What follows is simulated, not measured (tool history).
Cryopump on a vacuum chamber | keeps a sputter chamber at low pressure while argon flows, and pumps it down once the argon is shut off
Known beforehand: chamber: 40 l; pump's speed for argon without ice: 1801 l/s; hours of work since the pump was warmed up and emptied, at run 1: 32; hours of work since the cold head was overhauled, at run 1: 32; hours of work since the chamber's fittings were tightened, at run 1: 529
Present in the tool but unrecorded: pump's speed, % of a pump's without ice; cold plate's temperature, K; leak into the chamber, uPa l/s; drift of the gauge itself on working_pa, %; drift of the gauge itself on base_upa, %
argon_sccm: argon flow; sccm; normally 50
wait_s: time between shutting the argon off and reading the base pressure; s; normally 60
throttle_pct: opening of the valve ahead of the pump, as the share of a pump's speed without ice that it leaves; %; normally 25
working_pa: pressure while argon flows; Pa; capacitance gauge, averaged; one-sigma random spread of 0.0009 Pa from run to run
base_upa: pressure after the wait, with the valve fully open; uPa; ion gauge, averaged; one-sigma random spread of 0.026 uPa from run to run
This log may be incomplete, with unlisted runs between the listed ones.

run,hour,argon_sccm,wait_s,throttle_pct,hours of work since the pump was warmed up and emptied,hours of work since the cold head was overhauled,hours of work since the chamber's fittings were tightened,working_pa,base_upa
1,0,50,60,25,32,32,529,0.1884,1.23
2,11.5,50,60,25,37,37,534,0.1881,1.23
3,23.1,50,60,25,42,42,538,0.188,1.25
4,34.8,50,50,25,47,47,543,0.1875,1.42
5,48,50,60,25,52,52,549,0.1908,1.2
6,67.8,50,60,25,61,61,557,0.1888,1.22
7,80,50,60,25,66,66,563,0.188,1.22
8,101.1,50,60,25,75,75,572,0.1883,1.25
9,112,50,60,25,80,80,576,0.1883,1.21
10,123.7,50,60,25,85,85,581,0.1885,1.25
11,138.7,50,66,25,91,91,588,0.1884,1.08
12,159.7,50,66,25,100,100,596,0.1896,1.13
13,175.1,50,66,25,106,106,603,0.1896,1.15
14,189.1,50,66,25,112,112,609,0.1902,1.13
15,205.6,50,60,25,119,119,616,0.1895,1.27
16,216.8,50,60,25,124,124,621,0.1892,1.29
17,228.4,50,60,25,129,129,626,0.1913,1.26
18,245.3,50,60,25,136,136,633,0.1908,1.32
19,260.3,65,45,35,143,143,639,0.1806,1.57
20,276.8,50,60,16,150,150,646,0.2971,1.3
21,290.6,50,60,16,156,156,652,0.2964,1.27
22,307.3,50,60,46,163,163,659,0.1042,1.28
23,329.9,50,60,46,172,172,669,0.1052,1.29
24,349.9,24,60,25,181,181,677,0.0909,1.28
25,362,24,27,19,186,186,682,0.1199,2.43
26,381.8,62,60,25,194,194,691,0.2361,1.29
27,393.4,62,60,25,199,199,696,0.237,1.27
28,413,62,34,25,208,208,704,0.2388,2.02
29,432,63,22,52,216,216,712,0.1184,2.79
30,451.8,57,228,33,224,224,721,0.1662,0.63
31,471.2,23,38,29,232,232,729,0.0757,1.81
32,493.1,50,60,36,242,242,738,0.1333,1.33
33,509,25,44,35,248,248,745,0.07,1.61
34,525.9,43,60,45,256,256,752,0.094,1.32

3 options for the next run, each taken on its own from the tool as it stands now. Forecast them:
A,547.2,63,205,25,265,265,761,?,?
B,547.2,50,155,25,265,265,761,?,?
C,547.2,22,284,43,265,265,761,?,?

run,working_pa,base_upa
A,0.2418,0.71
B,0.1908,0.74
C,0.0497,0.57
With no hidden state in the tool, these same runs would have given:
run,working_pa,base_upa
A,0.236,0.47
B,0.1862,0.5
C,0.0476,0.33
